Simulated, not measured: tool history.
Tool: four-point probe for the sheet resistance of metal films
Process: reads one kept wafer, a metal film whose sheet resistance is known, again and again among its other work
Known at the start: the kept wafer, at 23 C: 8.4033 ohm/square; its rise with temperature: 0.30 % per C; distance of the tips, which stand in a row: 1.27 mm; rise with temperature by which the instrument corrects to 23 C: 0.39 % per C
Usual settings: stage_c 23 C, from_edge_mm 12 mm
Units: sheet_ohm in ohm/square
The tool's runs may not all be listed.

run,day,stage_c,from_edge_mm,sheet_ohm
1,0,23,12,8.426753
2,0.983,23,12,8.424375
3,1.883,23,12,8.425213
4,3.471,34,12,8.345933
5,4.608,34,12,8.343079
# day 4.721: stage's thermometer calibrated
6,6.188,34,12,8.335674
7,7.346,34,12,8.338607
8,8.612,34,8,8.400285
9,9.896,32,11,8.356803

Forecast run 10:
10,11.312,35,60,?

Run 10 gave sheet_ohm 8.281059 ohm/square.
Without the tool's hidden state the same run would have given sheet_ohm 8.315864 ohm/square.

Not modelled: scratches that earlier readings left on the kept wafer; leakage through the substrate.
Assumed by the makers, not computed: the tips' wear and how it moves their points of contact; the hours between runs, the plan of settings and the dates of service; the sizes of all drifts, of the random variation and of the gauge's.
